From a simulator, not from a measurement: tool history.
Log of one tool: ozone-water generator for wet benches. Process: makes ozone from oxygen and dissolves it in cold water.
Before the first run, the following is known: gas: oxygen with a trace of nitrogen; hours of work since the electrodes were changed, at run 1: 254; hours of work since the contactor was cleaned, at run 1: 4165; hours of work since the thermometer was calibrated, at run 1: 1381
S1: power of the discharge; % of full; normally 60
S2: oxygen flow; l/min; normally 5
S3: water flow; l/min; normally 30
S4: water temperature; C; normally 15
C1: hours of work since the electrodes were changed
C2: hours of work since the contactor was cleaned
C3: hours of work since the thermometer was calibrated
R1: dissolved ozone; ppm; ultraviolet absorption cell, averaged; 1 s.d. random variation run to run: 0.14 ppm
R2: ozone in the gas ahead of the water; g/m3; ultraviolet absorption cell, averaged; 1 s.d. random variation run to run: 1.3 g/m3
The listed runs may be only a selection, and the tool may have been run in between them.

run,hour,S1,S2,S3,S4,C1,C2,C3,R1,R2
1,0,60,5,30,15,254,4165,1381,15.5,243.9
2,25.1,60,3.38,30,15,273,4184,1400,13.5,280.3
3,57.6,60,3.38,30,22,298,4209,1425,12.9,282
4,103.3,60,3.38,30,22,334,4245,1461,12.9,284.1
5,143.6,60,3.38,30,22,365,4276,1492,12.7,282.2
6,168.8,60,3.38,30,22,384,4296,1512,12.7,277.5
7,207.4,60,5,30,15,414,4325,1541,15.1,239.5
8,243.2,60,5,30,15,442,4353,1569,15.4,239.1
9,282.8,60,5,30,15,473,4384,1600,15.3,237.9
10,312.3,60,5,30,15,495,4407,1623,15.3,236.6
11,353.6,60,5,30,15,528,4439,1655,15.4,237.2
12,408.1,60,7.39,30,15,570,4481,1697,17.1,200.5
13,439.6,60,7.39,30,15,594,4505,1721,17,201.7
14,486.3,68,8.39,23,8,630,4541,1757,25,204
# hour 500.9: gauge calibrated
15,519.3,60,5,27,16,656,4567,1783,16.7,241.7
16,570.5,60,2.61,30,9,696,4607,1823,12.6,311.1
17,604.6,90,4.26,24,7,722,4633,1849,24.2,323.1
18,650.2,61,8.67,35,15,757,4668,1884,15.4,194.1
19,702.6,61,8.67,35,15,798,4709,1925,15.5,192.1
20,745.9,61,8.67,35,15,831,4743,1959,15.7,193.4
21,794.6,45,8.67,23,10,869,4780,1996,19.4,161.4
22,820,92,2.58,40,15,889,4800,2016,11.6,387.6
23,868.1,60,5.45,31,15,926,4837,2053,15.3,227.7
24,893.8,60,5.45,31,15,946,4857,2073,15.3,228.2
25,946.8,60,5,30,21,987,4898,2114,14.6,236.3
26,981.6,41,7.4,32,21,1014,4925,2141,12,161.6

Consider 5 possible next runs. They are alternatives, not a sequence: every one starts from the tool as it was left by run 26. What does each give?
A,1025.2,41,5,29,15,1048,4959,2175,?,?
B,1025.2,41,3.95,32,21,1048,4959,2175,?,?
C,1025.2,59,4.67,32,17,1048,4959,2175,?,?
D,1025.2,44,7.4,31,21,1048,4959,2175,?,?
E,1025.2,80,5,30,16,1048,4959,2175,?,?

run,R1,R2
A,12.8,190.3
B,10.4,209
C,13.9,240.5
D,12.6,167.8
E,18,273.6
Without the tool's hidden state the same runs would have given:
run,R1,R2
A,12.8,196.1
B,10.4,215.4
C,13.9,247.9
D,12.6,172.9
E,18,281.9
